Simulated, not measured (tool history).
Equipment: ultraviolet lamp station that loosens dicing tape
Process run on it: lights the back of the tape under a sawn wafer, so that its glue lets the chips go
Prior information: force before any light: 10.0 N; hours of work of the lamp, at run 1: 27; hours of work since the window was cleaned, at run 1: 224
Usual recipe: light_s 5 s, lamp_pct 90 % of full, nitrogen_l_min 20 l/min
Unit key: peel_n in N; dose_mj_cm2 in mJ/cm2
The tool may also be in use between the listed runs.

| run | day | light_s | lamp_pct | nitrogen_l_min | hours of work of the lamp | hours of work since the window was cleaned | peel_n | dose_mj_cm2 |
|---|---|---|---|---|---|---|---|---|
| 1 | 0.000 | 5 | 90 | 20 | 27 | 224 | 0.761 | 348 |
| 2 | 1.104 | 5 | 90 | 20 | 38 | 235 | 0.766 | 343 |
| 3 | 2.042 | 5 | 90 | 21 | 47 | 245 | 0.743 | 338 |
| 4 | 3.092 | 5 | 90 | 21 | 58 | 255 | 0.772 | 340 |
| 5 | 4.375 | 5 | 90 | 20 | 70 | 268 | 0.815 | 339 |
| 6 | 5.075 | 5 | 90 | 25 | 77 | 275 | 0.715 | 336 |
| 7 | 6.583 | 5 | 90 | 25 | 92 | 290 | 0.731 | 334 |
| 8 | 7.517 | 5 | 90 | 25 | 101 | 299 | 0.763 | 331 |
| 9 | 8.317 | 5 | 90 | 25 | 109 | 307 | 0.760 | 329 |
| 10 | 9.221 | 5 | 81 | 20 | 118 | 316 | 1.041 | 297 |
| 11 | 10.229 | 5 | 81 | 20 | 128 | 326 | 1.041 | 296 |
| 12 | 11.212 | 5 | 81 | 20 | 138 | 336 | 1.014 | 297 |
| 13 | 11.967 | 5 | 81 | 20 | 146 | 343 | 1.121 | 295 |
| 14 | 12.812 | 5 | 81 | 25 | 154 | 351 | 0.996 | 298 |
| 15 | 14.462 | 5 | 90 | 11 | 170 | 368 | 1.149 | 325 |
| 16 | 15.688 | 5 | 90 | 11 | 183 | 380 | 1.149 | 313 |
| 17 | 16.404 | 5 | 71 | 7 | 190 | 387 | 2.071 | 247 |
|  | 17.138 | window cleaned of glue's vapour |
| 18 | 17.958 | 5 | 99 | 20 | 205 | 8 | 0.525 | 406 |
| 19 | 19.504 | 9 | 82 | 9 | 220 | 23 | 0.316 | 599 |
| 20 | 20.971 | 3 | 90 | 20 | 235 | 38 | 1.868 | 216 |
| 21 | 21.850 | 3 | 90 | 20 | 244 | 47 | 1.907 | 217 |
| 22 | 22.654 | 3 | 90 | 20 | 252 | 55 | 1.790 | 213 |
| 23 | 23.738 | 5 | 85 | 20 | 262 | 66 | 0.793 | 337 |
| 24 | 24.442 | 5 | 84 | 7 | 269 | 73 | 1.311 | 328 |
| 25 | 25.662 | 9 | 75 | 7 | 281 | 85 | 0.483 | 525 |
| 26 | 26.912 | 2 | 68 | 18 | 294 | 97 | 4.289 | 106 |
| 27 | 28.317 | 2 | 68 | 18 | 308 | 111 | 4.400 | 105 |
| 28 | 29.638 | 5 | 95 | 14 | 321 | 124 | 0.759 | 364 |

4 ways to go on from here, each from the tool as it stands after run 28. What would each give?
| A | 31.050 | 2 | 84 | 27 | 335 | 138 | ? | ? |
| B | 31.050 | 7 | 90 | 20 | 335 | 138 | ? | ? |
| C | 31.050 | 5 | 95 | 22 | 335 | 138 | ? | ? |
| D | 31.050 | 3 | 74 | 9 | 335 | 138 | ? | ? |

| run | peel_n | dose_mj_cm2 |
|---|---|---|
| A | 3.304 | 128 |
| B | 0.357 | 479 |
| C | 0.652 | 360 |
| D | 3.426 | 171 |
The same runs, with their run-to-run variation unchanged, on a tool lacking any hidden condition would have given:
| run | peel_n | dose_mj_cm2 |
|---|---|---|
| A | 2.962 | 141 |
| B | 0.291 | 529 |
| C | 0.517 | 398 |
| D | 3.054 | 189 |
